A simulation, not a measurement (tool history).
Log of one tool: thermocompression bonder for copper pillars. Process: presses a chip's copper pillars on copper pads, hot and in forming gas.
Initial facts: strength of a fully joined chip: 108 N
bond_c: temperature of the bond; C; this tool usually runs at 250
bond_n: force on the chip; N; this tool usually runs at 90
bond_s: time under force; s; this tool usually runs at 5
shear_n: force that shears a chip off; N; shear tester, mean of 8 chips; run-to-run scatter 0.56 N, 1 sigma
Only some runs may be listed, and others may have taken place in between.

run,hour,bond_c,bond_n,bond_s,shear_n
1,0.0,250,90,5,70.5
2,25.0,250,90,5,70.5
3,48.8,250,90,8,79.0
4,66.7,250,90,8,77.7
5,88.2,250,90,8,78.1
6,107.7,250,90,5,69.3
7,122.5,250,90,5,68.8
8,139.9,250,90,5,68.3
9,163.3,257,90,5,72.4
10,181.2,257,90,5,72.8
11,206.7,236,90,5,58.9
12,218.3,250,90,5,67.9
13,244.1,250,90,10,79.5
# hour 258.1: forming gas filter changed
14,258.1,250,90,10,88.1
15,284.5,250,90,5,75.0
16,306.6,250,90,5,75.2
17,329.3,250,90,5,75.2
18,344.1,250,90,5,74.6
19,360.6,250,90,5,75.4
20,380.9,250,61,5,56.6
21,401.0,250,61,5,55.6
22,424.2,250,61,5,56.2
23,437.9,250,105,7,86.4
24,450.8,250,56,14,71.0
25,474.3,248,109,6,82.5
26,490.6,258,98,15,96.6
27,515.7,258,98,15,96.3
28,530.9,228,90,11,72.5
29,548.2,250,74,9,75.9
30,576.1,261,115,12,96.5
31,594.4,250,68,3,50.6
32,621.7,271,115,3,86.0
33,649.2,271,115,3,84.3
34,666.8,271,61,6,69.9
35,693.1,271,61,6,70.4
36,715.1,247,112,7,83.2
37,740.9,254,90,14,87.7
38,764.8,250,72,5,60.1
39,789.3,236,72,5,50.4

Some steps in shear_n, run to run, broken into two amounts with sign: the step expected even without the hidden condition (settings, incoming material, random variation), and the rest, left for the hidden condition together with whatever gauge scatter is not in both the measured and the hidden-condition-free result:
Hidden conditions of the tool in this case: true temperature of the bond over the reading, C; force that reaches the chip, % of what is set; oxide that the forming gas leaves, % of the face; drift of the gauge itself on shear_n, %.
Run 13 -> 14: forming gas filter changed. shear_n +8.6 N: hidden state +9.3, all else -0.7.
Run 22 -> 23: bond_n 61 -> 105, bond_s 5 -> 7. shear_n +30.2 N: hidden state -2.0, all else +32.2.
Run 29 -> 30: bond_c 250 -> 261, bond_n 74 -> 115, bond_s 9 -> 12. shear_n +20.6 N: hidden state -5.0, all else +25.6.
Run 30 -> 31: bond_c 261 -> 250, bond_n 115 -> 68, bond_s 12 -> 3. shear_n -45.9 N: hidden state +5.9, all else -51.8.
Run 31 -> 32: bond_c 250 -> 271, bond_n 68 -> 115. shear_n +35.4 N: hidden state -3.9, all else +39.3.
